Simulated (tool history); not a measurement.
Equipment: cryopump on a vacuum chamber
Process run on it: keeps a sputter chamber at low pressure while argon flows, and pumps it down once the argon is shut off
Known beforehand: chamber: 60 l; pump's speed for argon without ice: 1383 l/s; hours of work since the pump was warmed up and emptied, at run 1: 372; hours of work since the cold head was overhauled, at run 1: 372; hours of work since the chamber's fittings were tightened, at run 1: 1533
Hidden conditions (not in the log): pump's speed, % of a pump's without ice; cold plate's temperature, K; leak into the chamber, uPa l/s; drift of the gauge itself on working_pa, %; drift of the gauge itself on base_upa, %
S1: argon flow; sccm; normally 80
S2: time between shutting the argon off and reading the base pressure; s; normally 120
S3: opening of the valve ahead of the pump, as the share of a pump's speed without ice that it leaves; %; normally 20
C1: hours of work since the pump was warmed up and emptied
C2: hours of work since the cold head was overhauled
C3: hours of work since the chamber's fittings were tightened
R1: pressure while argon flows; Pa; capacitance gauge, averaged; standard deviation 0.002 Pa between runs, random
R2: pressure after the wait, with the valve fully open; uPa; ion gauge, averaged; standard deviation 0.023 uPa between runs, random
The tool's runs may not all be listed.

{"run": 1, "hour": 0.0, "S1": 80, "S2": 120, "S3": 20, "C1": 372, "C2": 372, "C3": 1533, "R1": 0.5056, "R2": 1.91}
{"run": 2, "hour": 32.9, "S1": 80, "S2": 120, "S3": 36, "C1": 390, "C2": 390, "C3": 1551, "R1": 0.2892, "R2": 1.95}
{"run": 3, "hour": 66.6, "S1": 80, "S2": 120, "S3": 20, "C1": 409, "C2": 409, "C3": 1570, "R1": 0.5065, "R2": 1.93}
{"run": 4, "hour": 93.1, "S1": 80, "S2": 120, "S3": 20, "C1": 424, "C2": 424, "C3": 1584, "R1": 0.5056, "R2": 2.05}
{"run": 5, "hour": 158.2, "S1": 80, "S2": 120, "S3": 20, "C1": 460, "C2": 460, "C3": 1620, "R1": 0.5092, "R2": 2.08}
{"run": 6, "hour": 200.9, "S1": 80, "S2": 120, "S3": 20, "C1": 483, "C2": 483, "C3": 1644, "R1": 0.5095, "R2": 2}
{"run": 7, "hour": 236.0, "S1": 80, "S2": 120, "S3": 20, "C1": 503, "C2": 503, "C3": 1663, "R1": 0.5055, "R2": 2.11}
{"run": 8, "hour": 297.3, "S1": 80, "S2": 120, "S3": 20, "C1": 536, "C2": 536, "C3": 1697, "R1": 0.5129, "R2": 2.15}
{"run": 9, "hour": 329.7, "S1": 80, "S2": 120, "S3": 20, "C1": 554, "C2": 554, "C3": 1715, "R1": 0.5088, "R2": 2.16}
{"run": 10, "hour": 363.7, "S1": 80, "S2": 120, "S3": 20, "C1": 573, "C2": 573, "C3": 1734, "R1": 0.5152, "R2": 2.26}
{"run": 11, "hour": 418.8, "S1": 80, "S2": 120, "S3": 20, "C1": 604, "C2": 604, "C3": 1764, "R1": 0.5106, "R2": 2.27}
{"run": 12, "hour": 456.7, "S1": 80, "S2": 120, "S3": 20, "C1": 624, "C2": 624, "C3": 1785, "R1": 0.5165, "R2": 2.34}
{"run": 13, "hour": 513.6, "S1": 80, "S2": 120, "S3": 20, "C1": 656, "C2": 656, "C3": 1817, "R1": 0.5167, "R2": 2.31}
{"run": 14, "hour": 565.5, "S1": 80, "S2": 120, "S3": 20, "C1": 685, "C2": 685, "C3": 1845, "R1": 0.5201, "R2": 2.3}
{"run": 15, "hour": 625.5, "S1": 80, "S2": 120, "S3": 20, "C1": 718, "C2": 718, "C3": 1879, "R1": 0.5212, "R2": 2.45}
{"run": 16, "hour": 668.8, "S1": 80, "S2": 120, "S3": 43, "C1": 742, "C2": 742, "C3": 1902, "R1": 0.2603, "R2": 2.52}
{"run": 17, "hour": 698.6, "S1": 80, "S2": 203, "S3": 20, "C1": 758, "C2": 758, "C3": 1919, "R1": 0.5205, "R2": 2.34}
{"run": 18, "hour": 746.3, "S1": 111, "S2": 36, "S3": 23, "C1": 784, "C2": 784, "C3": 1945, "R1": 0.6379, "R2": 3.83}
{"run": 19, "hour": 779.2, "S1": 42, "S2": 20, "S3": 56, "C1": 803, "C2": 803, "C3": 1963, "R1": 0.1131, "R2": 5.45}
{"run": 20, "hour": 810.5, "S1": 59, "S2": 143, "S3": 28, "C1": 820, "C2": 820, "C3": 1981, "R1": 0.286, "R2": 2.47}
{"run": 21, "hour": 845.1, "S1": 136, "S2": 120, "S3": 16, "C1": 839, "C2": 839, "C3": 2000, "R1": 1.1076, "R2": 2.61}
{"run": 22, "hour": 891.7, "S1": 96, "S2": 120, "S3": 38, "C1": 865, "C2": 865, "C3": 2026, "R1": 0.3609, "R2": 2.67}
{"run": 23, "hour": 951.9, "S1": 80, "S2": 120, "S3": 34, "C1": 898, "C2": 898, "C3": 2059, "R1": 0.3348, "R2": 2.66}
{"run": 24, "hour": 1005.0, "S1": 52, "S2": 120, "S3": 16, "C1": 927, "C2": 927, "C3": 2088, "R1": 0.4266, "R2": 2.76}
{"run": 25, "hour": 1062.4, "S1": 80, "S2": 214, "S3": 52, "C1": 959, "C2": 959, "C3": 2120, "R1": 0.2365, "R2": 2.57}
{"run": 26, "hour": 1124.2, "S1": 80, "S2": 214, "S3": 52, "C1": 993, "C2": 993, "C3": 2154, "R1": 0.2413, "R2": 2.64}
{"hour": 1156.4, "done": "pump warmed up, emptied and cooled again"}
{"run": 27, "hour": 1165.5, "S1": 80, "S2": 214, "S3": 52, "C1": 5, "C2": 1013, "C3": 2174, "R1": 0.1912, "R2": 1.94}
{"run": 28, "hour": 1211.4, "S1": 133, "S2": 178, "S3": 20, "C1": 30, "C2": 1039, "C3": 2199, "R1": 0.8151, "R2": 2}
{"run": 29, "hour": 1260.3, "S1": 133, "S2": 178, "S3": 20, "C1": 57, "C2": 1066, "C3": 2226, "R1": 0.8187, "R2": 2.07}
{"run": 30, "hour": 1321.1, "S1": 45, "S2": 147, "S3": 58, "C1": 91, "C2": 1099, "C3": 2260, "R1": 0.0967, "R2": 2.11}
{"run": 31, "hour": 1383.5, "S1": 45, "S2": 147, "S3": 58, "C1": 125, "C2": 1134, "C3": 2294, "R1": 0.0979, "R2": 2.31}
{"run": 32, "hour": 1443.4, "S1": 98, "S2": 147, "S3": 20, "C1": 159, "C2": 1167, "C3": 2328, "R1": 0.6044, "R2": 2.21}
{"run": 33, "hour": 1489.3, "S1": 113, "S2": 228, "S3": 53, "C1": 184, "C2": 1192, "C3": 2353, "R1": 0.2711, "R2": 2.14}

Entry by entry between the runs, the difference in hidden state between the last listed run before and the first listed run after:
Between runs 26 and 27: pump warmed up, emptied and cooled again (hour 1156.4)
  pump's speed, % of a pump's without ice: 66.5 -> 99.8; cold plate's temperature, K: 12.74 -> 12.75; leak into the chamber, uPa l/s: 2178 -> 2195
  measured minus no-state result, R1: +0.0518 -> +0.0017 Pa; R2: +2.13 -> +1.41 uPa

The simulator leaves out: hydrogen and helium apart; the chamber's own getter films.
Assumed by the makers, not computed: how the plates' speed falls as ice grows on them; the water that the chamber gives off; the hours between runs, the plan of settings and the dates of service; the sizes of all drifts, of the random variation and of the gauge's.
